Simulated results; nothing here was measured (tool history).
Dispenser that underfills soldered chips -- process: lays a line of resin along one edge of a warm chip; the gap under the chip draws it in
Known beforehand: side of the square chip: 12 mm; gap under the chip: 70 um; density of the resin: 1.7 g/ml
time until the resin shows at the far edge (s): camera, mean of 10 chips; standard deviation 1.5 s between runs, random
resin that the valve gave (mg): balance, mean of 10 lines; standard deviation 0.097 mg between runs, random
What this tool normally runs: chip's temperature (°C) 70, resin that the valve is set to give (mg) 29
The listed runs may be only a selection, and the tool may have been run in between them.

| run | hour | chip's temperature (°C) | resin that the valve is set to give (mg) | time until the resin shows at the far edge (s) | resin that the valve gave (mg) |
|---|---|---|---|---|---|
| 1 | 0 | 70 | 29 | 186.6 | 27.85 |
| 2 | 4.1 | 70 | 29 | 220.4 | 27.86 |
|  | 5.1 | new syringe of resin |
| 3 | 8.7 | 70 | 34.1 | 167.4 | 32.89 |
| 4 | 13.7 | 70 | 34.1 | 202.9 | 32.69 |
|  | 16.3 | new syringe of resin |
| 5 | 18.6 | 70 | 34.1 | 152.6 | 32.79 |
| 6 | 26.2 | 70 | 29 | 208.1 | 27.84 |
|  | 27.6 | new syringe of resin |
| 7 | 33.9 | 70 | 29 | 180.4 | 27.72 |
| 8 | 37.4 | 70 | 29 | 214 | 27.73 |
|  | 39.4 | new syringe of resin |
| 9 | 42.4 | 70 | 29 | 159.9 | 27.85 |
| 10 | 48.5 | 70 | 33.3 | 200.2 | 31.75 |
|  | 50.6 | new syringe of resin |
| 11 | 55.8 | 70 | 31.9 | 168.3 | 30.49 |
| 12 | 61.3 | 70 | 31.9 | 217.2 | 30.39 |
|  | 62 | new syringe of resin |
| 13 | 68.4 | 70 | 31.9 | 184.2 | 30.34 |
|  | 71.7 | dispensing valve cleaned and set on the balance |
|  | 74.3 | new syringe of resin |
| 14 | 75.6 | 69 | 31.9 | 152.4 | 31.82 |
| 15 | 79 | 69 | 31.9 | 177.5 | 31.91 |
|  | 85.6 | new syringe of resin |
| 16 | 86.5 | 70 | 33.3 | 146.5 | 33.13 |
| 17 | 94.9 | 70 | 29 | 204.6 | 28.78 |
|  | 97.1 | new syringe of resin |
| 18 | 102.8 | 70 | 29 | 174.6 | 28.95 |
|  | 108.4 | new syringe of resin |
| 19 | 108.4 | 70 | 25.1 | 140.2 | 24.87 |
| 20 | 116.3 | 70 | 25.1 | 190.9 | 24.77 |
|  | 119.9 | new syringe of resin |
| 21 | 121 | 77 | 30.4 | 114.4 | 30.07 |
| 22 | 129.3 | 56 | 28 | 343.2 | 27.49 |
|  | 131.4 | new syringe of resin |
| 23 | 135 | 56 | 28 | 265.8 | 27.62 |
| 24 | 140.2 | 56 | 35.6 | 327.1 | 35.16 |
|  | 142.9 | new syringe of resin |
| 25 | 147.7 | 75 | 29.5 | 141.5 | 28.96 |
|  | 154.3 | new syringe of resin |
| 26 | 154.6 | 70 | 27.1 | 141 | 26.57 |
| 27 | 158.4 | 61 | 29.1 | 222.5 | 28.58 |
|  | 165.7 | new syringe of resin |
| 28 | 166.6 | 56 | 25.5 | 239 | 25.09 |
| 29 | 172.8 | 56 | 33 | 302.6 | 32.22 |
| 30 | 176.3 | 58 | 27.3 | 330.5 | 26.49 |
|  | 177 | new syringe of resin |
| 31 | 184.5 | 80 | 24.8 | 139.3 | 24.08 |
|  | 188.3 | new syringe of resin |
| 32 | 191.8 | 80 | 25.8 | 117.2 | 25.11 |
|  | 199.5 | new syringe of resin |
| 33 | 200.3 | 73 | 24.6 | 131.9 | 23.96 |
| 34 | 204.7 | 73 | 24.6 | 160.3 | 23.8 |
| 35 | 209.7 | 70 | 37.5 | 208.7 | 36.41 |
|  | 211.3 | new syringe of resin |
| 36 | 215.9 | 70 | 37.5 | 159.5 | 36.23 |

Table of differences, measured result less the result of that run with no hidden state. Run-to-run variation is the same in both. Gauge scatter possibly is not:
Hidden state present: resin's viscosity, % of fresh resin's; dose that the valve gives, % of what is set; true chip temperature over the reading, C; drift of the gauge itself on fill_s, %; drift of the gauge itself on given_mg, %.
| run | time until the resin shows at the far edge (s) | resin that the valve gave (mg) |
|---|---|---|
| 1 | +40.6 | -0.99 |
| 2 | +74.7 | -1.01 |
| 3 | +20.9 | -1.23 |
| 4 | +58.4 | -1.26 |
| 5 | +7.4 | -1.29 |
| 6 | +62.8 | -1.15 |
| 7 | +37.5 | -1.2 |
| 8 | +66.8 | -1.22 |
| 9 | +13.3 | -1.26 |
| 10 | +57.1 | -1.48 |
| 11 | +27.2 | -1.47 |
| 12 | +71.7 | -1.52 |
| 13 | +37.7 | -1.56 |
| 14 | +3 | -0.06 |
| 15 | +26.1 | -0.08 |
| 16 | +0.2 | -0.14 |
| 17 | +59.2 | -0.17 |
| 18 | +30.8 | -0.22 |
| 19 | -7.8 | -0.22 |
| 20 | +44.3 | -0.27 |
| 21 | +0.3 | -0.36 |
| 22 | +97.2 | -0.38 |
| 23 | +26.2 | -0.41 |
| 24 | +88.6 | -0.57 |
| 25 | +20.1 | -0.52 |
| 26 | -5.2 | -0.51 |
| 27 | +24.4 | -0.57 |
| 28 | -5.1 | -0.55 |
| 29 | +61.5 | -0.75 |
| 30 | +103.1 | -0.63 |
| 31 | +32 | -0.62 |
| 32 | +12.1 | -0.68 |
| 33 | -0.3 | -0.7 |
| 34 | +25.8 | -0.72 |
| 35 | +65.1 | -1.14 |
| 36 | +19.9 | -1.19 |

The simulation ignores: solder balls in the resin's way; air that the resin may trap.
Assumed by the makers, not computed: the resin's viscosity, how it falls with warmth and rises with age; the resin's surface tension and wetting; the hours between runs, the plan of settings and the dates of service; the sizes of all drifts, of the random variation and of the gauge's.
